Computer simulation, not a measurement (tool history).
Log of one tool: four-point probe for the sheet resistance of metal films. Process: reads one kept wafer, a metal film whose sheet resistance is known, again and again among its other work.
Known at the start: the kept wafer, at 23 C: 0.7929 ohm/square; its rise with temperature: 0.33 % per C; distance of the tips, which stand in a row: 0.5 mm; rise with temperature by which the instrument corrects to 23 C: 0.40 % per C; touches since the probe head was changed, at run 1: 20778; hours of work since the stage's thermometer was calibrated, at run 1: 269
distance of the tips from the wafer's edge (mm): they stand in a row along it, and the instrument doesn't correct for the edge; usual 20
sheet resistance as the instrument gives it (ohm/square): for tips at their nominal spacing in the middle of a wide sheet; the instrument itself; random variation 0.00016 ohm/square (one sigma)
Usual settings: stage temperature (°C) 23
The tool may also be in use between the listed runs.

run	hour	stage temperature (°C)	distance of the tips from the wafer's edge (mm)	touches since the probe head was changed	hours of work since the stage's thermometer was calibrated	sheet resistance as the instrument gives it (ohm/square)
1	0.0	23	20	20778	269	0.793372
2	97.8	21	20	22850	343	0.794416
3	186.5	21	20	24731	410	0.794020
4	242.1	23	20	25909	452	0.792922
5	302.7	23	20	27193	498	0.793012
6	400.0	23	14	29255	572	0.793306
7	483.2	23	14	31019	635	0.793564
8	585.4	25	4	33184	713	0.798401
9	690.9	31	11	35420	793	0.789390
10	769.6	23	13	37087	853	0.793648
11	845.2	23	13	38689	910	0.793772
12	905.8	33	20	39974	956	0.788162
13	992.2	23	46	41806	1022	0.793020

5 ways to go on from here, each from the tool as it stands after run 13. What would each give?
A	1081.5	20	7	43697	1090	?
B	1081.5	30	5	43697	1090	?
C	1081.5	23	32	43697	1090	?
D	1081.5	20	5	43697	1090	?
E	1081.5	24	62	43697	1090	?

run	sheet resistance as the instrument gives it (ohm/square)
A	0.796617
B	0.793466
C	0.792903
D	0.798980
E	0.792504
Without the tool's hidden state the same runs would have given:
run	sheet resistance as the instrument gives it (ohm/square)
A	0.796654
B	0.793502
C	0.792939
D	0.799017
E	0.792541
